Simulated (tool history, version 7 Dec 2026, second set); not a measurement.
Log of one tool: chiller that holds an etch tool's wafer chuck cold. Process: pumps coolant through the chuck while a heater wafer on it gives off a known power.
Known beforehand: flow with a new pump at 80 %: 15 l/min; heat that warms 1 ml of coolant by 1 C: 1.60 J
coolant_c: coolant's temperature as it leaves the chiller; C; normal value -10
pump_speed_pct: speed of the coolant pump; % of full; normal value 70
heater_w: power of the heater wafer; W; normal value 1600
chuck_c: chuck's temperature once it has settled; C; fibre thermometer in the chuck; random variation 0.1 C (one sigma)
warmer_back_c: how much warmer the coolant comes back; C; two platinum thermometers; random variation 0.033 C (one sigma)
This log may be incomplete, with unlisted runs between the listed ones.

run 1 hour=0.0 | coolant_c=-10 pump_speed_pct=70 heater_w=1600 | chuck_c=3.6 warmer_back_c=4.82
run 2 hour=56.8 | coolant_c=-10 pump_speed_pct=70 heater_w=1600 | chuck_c=3.5 warmer_back_c=4.88
run 3 hour=127.5 | coolant_c=-10 pump_speed_pct=70 heater_w=1505 | chuck_c=2.7 warmer_back_c=4.64
run 4 hour=174.6 | coolant_c=-10 pump_speed_pct=78 heater_w=1505 | chuck_c=1.9 warmer_back_c=4.13
run 5 hour=207.8 | coolant_c=-10 pump_speed_pct=70 heater_w=1600 | chuck_c=3.7 warmer_back_c=4.94
run 6 hour=254.1 | coolant_c=-10 pump_speed_pct=70 heater_w=1600 | chuck_c=3.5 warmer_back_c=4.90
run 7 hour=299.1 | coolant_c=-10 pump_speed_pct=70 heater_w=1600 | chuck_c=3.5 warmer_back_c=4.90
run 8 hour=351.1 | coolant_c=-10 pump_speed_pct=70 heater_w=1600 | chuck_c=3.6 warmer_back_c=4.90
run 9 hour=414.0 | coolant_c=-10 pump_speed_pct=70 heater_w=1934 | chuck_c=6.8 warmer_back_c=6.00
run 10 hour=465.2 | coolant_c=-10 pump_speed_pct=70 heater_w=1819 | chuck_c=5.7 warmer_back_c=5.63
run 11 hour=532.1 | coolant_c=-10 pump_speed_pct=70 heater_w=1819 | chuck_c=5.6 warmer_back_c=5.55
run 12 hour=578.0 | coolant_c=-10 pump_speed_pct=76 heater_w=1600 | chuck_c=2.9 warmer_back_c=4.54
run 13 hour=642.8 | coolant_c=-10 pump_speed_pct=76 heater_w=1600 | chuck_c=3.1 warmer_back_c=4.58
run 14 hour=707.2 | coolant_c=-10 pump_speed_pct=76 heater_w=1600 | chuck_c=3.0 warmer_back_c=4.49
run 15 hour=760.7 | coolant_c=-10 pump_speed_pct=70 heater_w=2330 | chuck_c=10.2 warmer_back_c=7.21
run 16 hour=794.0 | coolant_c=-10 pump_speed_pct=70 heater_w=2330 | chuck_c=10.3 warmer_back_c=7.22
run 17 hour=829.8 | coolant_c=-5 pump_speed_pct=70 heater_w=1552 | chuck_c=8.2 warmer_back_c=4.85
run 18 hour=877.3 | coolant_c=-10 pump_speed_pct=78 heater_w=1096 | chuck_c=-1.4 warmer_back_c=3.04
run 19 hour=947.7 | coolant_c=-10 pump_speed_pct=78 heater_w=1096 | chuck_c=-1.4 warmer_back_c=2.99
run 20 hour=998.5 | coolant_c=-10 pump_speed_pct=78 heater_w=1096 | chuck_c=-1.5 warmer_back_c=2.97
run 21 hour=1074.5 | coolant_c=-10 pump_speed_pct=73 heater_w=1104 | chuck_c=-0.9 warmer_back_c=3.28
run 22 hour=1147.4 | coolant_c=-1 pump_speed_pct=62 heater_w=1408 | chuck_c=12.1 warmer_back_c=5.03
run 23 hour=1191.1 | coolant_c=-10 pump_speed_pct=76 heater_w=1600 | chuck_c=3.1 warmer_back_c=4.60
run 24 hour=1243.7 | coolant_c=-10 pump_speed_pct=67 heater_w=2168 | chuck_c=9.6 warmer_back_c=7.12
run 25 hour=1277.6 | coolant_c=-10 pump_speed_pct=67 heater_w=2168 | chuck_c=9.5 warmer_back_c=7.10
run 26 hour=1315.1 | coolant_c=-12 pump_speed_pct=61 heater_w=1838 | chuck_c=5.4 warmer_back_c=6.74
run 27 hour=1352.4 | coolant_c=-12 pump_speed_pct=61 heater_w=1838 | chuck_c=5.5 warmer_back_c=6.80
run 28 hour=1395.9 | coolant_c=-8 pump_speed_pct=66 heater_w=2322 | chuck_c=13.0 warmer_back_c=7.80
run 29 hour=1437.3 | coolant_c=-7 pump_speed_pct=75 heater_w=1871 | chuck_c=8.5 warmer_back_c=5.43
run 30 hour=1508.7 | coolant_c=-7 pump_speed_pct=75 heater_w=1871 | chuck_c=8.5 warmer_back_c=5.46
run 31 hour=1550.6 | coolant_c=-1 pump_speed_pct=99 heater_w=1600 | chuck_c=10.0 warmer_back_c=3.41

Each row is a separate what-if for the run after 31, all from the same tool condition, not one after another. Results?
run A hour=1592.4 | coolant_c=-7 pump_speed_pct=80 heater_w=836 | chuck_c=? warmer_back_c=?
run B hour=1592.4 | coolant_c=-19 pump_speed_pct=87 heater_w=1766 | chuck_c=? warmer_back_c=?
run C hour=1592.4 | coolant_c=-7 pump_speed_pct=98 heater_w=1600 | chuck_c=? warmer_back_c=?
run D hour=1592.4 | coolant_c=-1 pump_speed_pct=99 heater_w=1039 | chuck_c=? warmer_back_c=?
run E hour=1592.4 | coolant_c=-11 pump_speed_pct=88 heater_w=1515 | chuck_c=? warmer_back_c=?

run=A chuck_c=-0.5 warmer_back_c=2.22
run=B chuck_c=-5.6 warmer_back_c=4.39
run=C chuck_c=4.1 warmer_back_c=3.37
run=D chuck_c=5.9 warmer_back_c=2.26
run=E chuck_c=0.3 warmer_back_c=3.65
What these runs would have given with no unlogged condition in the tool:
run=A chuck_c=-0.6 warmer_back_c=2.04
run=B chuck_c=-6.3 warmer_back_c=4.04
run=C chuck_c=3.6 warmer_back_c=3.09
run=D chuck_c=5.8 warmer_back_c=2.09
run=E chuck_c=-0.3 warmer_back_c=3.36

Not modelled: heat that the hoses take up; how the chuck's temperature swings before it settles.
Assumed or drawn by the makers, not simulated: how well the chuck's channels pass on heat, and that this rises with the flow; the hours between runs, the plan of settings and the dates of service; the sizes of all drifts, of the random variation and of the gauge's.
